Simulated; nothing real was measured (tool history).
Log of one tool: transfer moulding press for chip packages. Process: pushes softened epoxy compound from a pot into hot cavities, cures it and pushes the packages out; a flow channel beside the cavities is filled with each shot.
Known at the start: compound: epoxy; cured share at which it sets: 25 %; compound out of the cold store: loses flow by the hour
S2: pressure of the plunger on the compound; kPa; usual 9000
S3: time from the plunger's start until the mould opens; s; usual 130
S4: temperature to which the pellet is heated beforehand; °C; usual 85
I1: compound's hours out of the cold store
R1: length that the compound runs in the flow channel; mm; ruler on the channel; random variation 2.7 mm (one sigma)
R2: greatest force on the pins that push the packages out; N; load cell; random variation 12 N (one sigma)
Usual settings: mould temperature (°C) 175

{"run": 1, "day": 0.0, "mould temperature (°C)": 175, "S2": 9000, "S3": 130, "S4": 85, "I1": 19.6, "R1": 668, "R2": 785}
{"run": 2, "day": 2.254, "mould temperature (°C)": 175, "S2": 9000, "S3": 130, "S4": 85, "I1": 28.6, "R1": 638, "R2": 915}
{"run": 3, "day": 3.9, "mould temperature (°C)": 175, "S2": 9000, "S3": 130, "S4": 85, "I1": 20, "R1": 663, "R2": 986}
{"day": 4.729, "done": "cavities cleaned with cleaning compound and waxed"}
{"run": 4, "day": 6.088, "mould temperature (°C)": 175, "S2": 7700, "S3": 130, "S4": 85, "I1": 19.8, "R1": 612, "R2": 714}
{"run": 5, "day": 9.579, "mould temperature (°C)": 175, "S2": 7700, "S3": 130, "S4": 85, "I1": 18.3, "R1": 609, "R2": 961}
{"day": 11.517, "done": "cavities cleaned with cleaning compound and waxed"}
{"run": 6, "day": 13.321, "mould temperature (°C)": 175, "S2": 7700, "S3": 130, "S4": 85, "I1": 34, "R1": 554, "R2": 761}
{"run": 7, "day": 16.25, "mould temperature (°C)": 175, "S2": 9000, "S3": 130, "S4": 88, "I1": 39.4, "R1": 577, "R2": 869}
{"day": 18.017, "done": "plunger's sealing rings changed"}
{"day": 18.425, "done": "cavities cleaned with cleaning compound and waxed"}
{"run": 8, "day": 19.479, "mould temperature (°C)": 175, "S2": 9000, "S3": 130, "S4": 88, "I1": 36.5, "R1": 618, "R2": 648}
{"run": 9, "day": 23.079, "mould temperature (°C)": 175, "S2": 9000, "S3": 130, "S4": 88, "I1": 43.8, "R1": 591, "R2": 866}
{"day": 25.275, "done": "cavities cleaned with cleaning compound and waxed"}
{"run": 10, "day": 26.688, "mould temperature (°C)": 175, "S2": 9000, "S3": 130, "S4": 85, "I1": 16.9, "R1": 677, "R2": 692}
{"run": 11, "day": 28.325, "mould temperature (°C)": 175, "S2": 7310, "S3": 130, "S4": 85, "I1": 34.7, "R1": 551, "R2": 805}
{"run": 12, "day": 30.471, "mould temperature (°C)": 175, "S2": 7310, "S3": 130, "S4": 85, "I1": 34.4, "R1": 549, "R2": 896}
{"day": 31.954, "done": "cavities cleaned with cleaning compound and waxed"}
{"run": 13, "day": 33.554, "mould temperature (°C)": 175, "S2": 7310, "S3": 130, "S4": 85, "I1": 33.6, "R1": 550, "R2": 701}
{"day": 33.958, "done": "mould's thermocouples calibrated"}
{"run": 14, "day": 36.454, "mould temperature (°C)": 175, "S2": 9000, "S3": 161, "S4": 85, "I1": 15.2, "R1": 665, "R2": 760}
{"day": 38.742, "done": "cavities cleaned with cleaning compound and waxed"}
{"run": 15, "day": 39.812, "mould temperature (°C)": 175, "S2": 9000, "S3": 161, "S4": 85, "I1": 35.7, "R1": 596, "R2": 551}
{"run": 16, "day": 42.542, "mould temperature (°C)": 175, "S2": 6910, "S3": 124, "S4": 85, "I1": 48, "R1": 488, "R2": 926}
{"day": 43.233, "done": "plunger's sealing rings changed"}
{"day": 45.592, "done": "cavities cleaned with cleaning compound and waxed"}
{"run": 17, "day": 46.408, "mould temperature (°C)": 175, "S2": 9000, "S3": 147, "S4": 76, "I1": 14.3, "R1": 694, "R2": 567}
{"run": 18, "day": 49.538, "mould temperature (°C)": 182, "S2": 9000, "S3": 130, "S4": 85, "I1": 35.8, "R1": 596, "R2": 700}
{"run": 19, "day": 51.238, "mould temperature (°C)": 176, "S2": 9150, "S3": 148, "S4": 75, "I1": 44.6, "R1": 587, "R2": 795}
{"day": 52.25, "done": "cavities cleaned with cleaning compound and waxed"}
{"run": 20, "day": 54.312, "mould temperature (°C)": 175, "S2": 8520, "S3": 130, "S4": 85, "I1": 22, "R1": 639, "R2": 765}
{"run": 21, "day": 57.596, "mould temperature (°C)": 179, "S2": 8520, "S3": 130, "S4": 85, "I1": 25.4, "R1": 613, "R2": 782}

Forecast run 22:
{"day": 59.129, "done": "cavities cleaned with cleaning compound and waxed"}
{"run": 22, "day": 60.196, "mould temperature (°C)": 179, "S2": 8520, "S3": 130, "S4": 85, "I1": 21.4, "R1": "?", "R2": "?"}

R1: 618 mm
R2: 559 N
Without the tool's hidden state the same run would have given R1 646 mm, R2 437 N.
